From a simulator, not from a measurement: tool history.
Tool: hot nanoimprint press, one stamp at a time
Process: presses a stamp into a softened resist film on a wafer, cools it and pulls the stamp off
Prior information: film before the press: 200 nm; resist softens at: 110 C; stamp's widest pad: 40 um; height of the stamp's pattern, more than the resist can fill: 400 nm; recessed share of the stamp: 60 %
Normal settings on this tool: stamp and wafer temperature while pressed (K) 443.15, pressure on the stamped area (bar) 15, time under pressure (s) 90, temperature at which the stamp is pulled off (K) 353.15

run,hour,stamp and wafer temperature while pressed (K),pressure on the stamped area (bar),time under pressure (s),temperature at which the stamp is pulled off (K),resist left under the stamp's widest pad (nm),greatest force while the stamp is pulled off (N)
1,0,443.15,15,90,353.15,94.3,154.3
2,17,443.15,15,90,353.15,94.2,153.9
3,30.1,452.15,15,90,353.15,68,154.8
4,43.4,443.15,15,90,353.15,94.5,154.7
5,56.9,443.15,15,90,353.15,94.5,154.2
# hour 76.5: stamp cleaned and given a new release coat
6,79.2,446.15,15,46,353.15,109,155.8
7,93.3,446.15,15,46,353.15,109,153.5
# hour 103.7: plate thermocouple calibrated
8,115,443.15,15,86,349.15,96.4,171.2
9,131.6,446.15,19.4,90,354.15,75.4,148.1
10,144.2,439.15,22,74,354.15,101.1,150.4

Below, some changes in resist left under the stamp's widest pad (nm) between adjacent runs. For each, the amount present without the hidden state too (settings, incoming material, random variation) and the amount remaining for the hidden state with gauge scatter not shared by both compared results:
Hidden state at play: true temperature over the reading, C; pressure that arrives at the usual setting, %; grip of the stamp's worn release coat, % over a new coat's; drift of the gauge itself on residual_nm, %; drift of the gauge itself on pull_off_n, %.
Run 3 -> 4: stamp and wafer temperature while pressed (K) 452.15 -> 443.15. resist left under the stamp's widest pad (nm) +26.5: hidden state +0.1, all else +26.4.
Run 5 -> 6: stamp and wafer temperature while pressed (K) 443.15 -> 446.15, time under pressure (s) 90 -> 46, stamp cleaned and given a new release coat. resist left under the stamp's widest pad (nm) +14.5: hidden state +0.2, all else +14.3.

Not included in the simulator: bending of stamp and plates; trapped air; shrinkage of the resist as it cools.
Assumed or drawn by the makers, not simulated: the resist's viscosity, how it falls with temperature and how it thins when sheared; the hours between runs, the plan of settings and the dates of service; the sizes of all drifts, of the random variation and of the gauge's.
